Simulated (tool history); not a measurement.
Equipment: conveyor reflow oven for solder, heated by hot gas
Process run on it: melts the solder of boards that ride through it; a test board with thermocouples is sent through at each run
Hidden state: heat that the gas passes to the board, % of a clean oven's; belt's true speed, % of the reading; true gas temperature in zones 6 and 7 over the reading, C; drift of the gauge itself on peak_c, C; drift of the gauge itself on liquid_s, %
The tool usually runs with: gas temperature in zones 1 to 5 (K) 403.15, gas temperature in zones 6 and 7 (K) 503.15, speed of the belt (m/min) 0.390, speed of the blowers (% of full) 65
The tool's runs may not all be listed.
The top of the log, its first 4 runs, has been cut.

run   hour  gas temperature in zones 1 to 5 (K)  gas temperature in zones 6 and 7 (K)  speed of the belt (m/min)  speed of the blowers (% of full)  hours of work since the flux was cleaned out  hours of work since the belt drive was overhauled  hours of work since the thermocouples were changed  highest temperature of the board (K)  time above the solder's melting point (s)
  5   90.3                               417.15                                503.15                      0.390                                65                                           119                                                227                                                 581                                483.25                                       63.0
  6  118.3                               417.15                                503.15                      0.390                                65                                           131                                                239                                                 593                                484.15                                       63.9
     134.2  -- thermocouples of zones 6 and 7 changed
  7  150.7                               403.15                                503.15                      0.390                                65                                           145                                                253                                                   7                                481.25                                       52.5
  8  180.2                               403.15                                503.15                      0.390                                65                                           158                                                266                                                  21                                481.15                                       53.0
  9  207.0                               403.15                                504.15                      0.390                                65                                           170                                                278                                                  33                                480.55                                       54.7
 10  222.0                               403.15                                504.15                      0.390                                65                                           177                                                285                                                  40                                480.85                                       55.0
 11  243.5                               403.15                                504.15                      0.451                                65                                           187                                                295                                                  49                                475.85                                       38.5
 12  260.7                               403.15                                504.15                      0.451                                65                                           194                                                303                                                  57                                475.85                                       37.2
 13  281.3                               403.15                                504.15                      0.451                                65                                           204                                                312                                                  66                                475.75                                       37.6
 14  310.6                               403.15                                504.15                      0.451                                65                                           217                                                325                                                  79                                475.05                                       39.5
 15  327.9                               403.15                                504.15                      0.451                                65                                           225                                                333                                                  87                                475.45                                       39.1

Run 16 comes next. What will it give?
 16  362.4                               398.15                                504.15                      0.449                                65                                           240                                                348                                                 103                                     ?                                          ?

{"run 16": {"highest temperature of the board (K)": 475.15, "time above the solder's melting point (s)": 35.4}}
With no hidden state in the tool, this same run would have given highest temperature of the board (K) 475.25, time above the solder's melting point (s) 35.5.
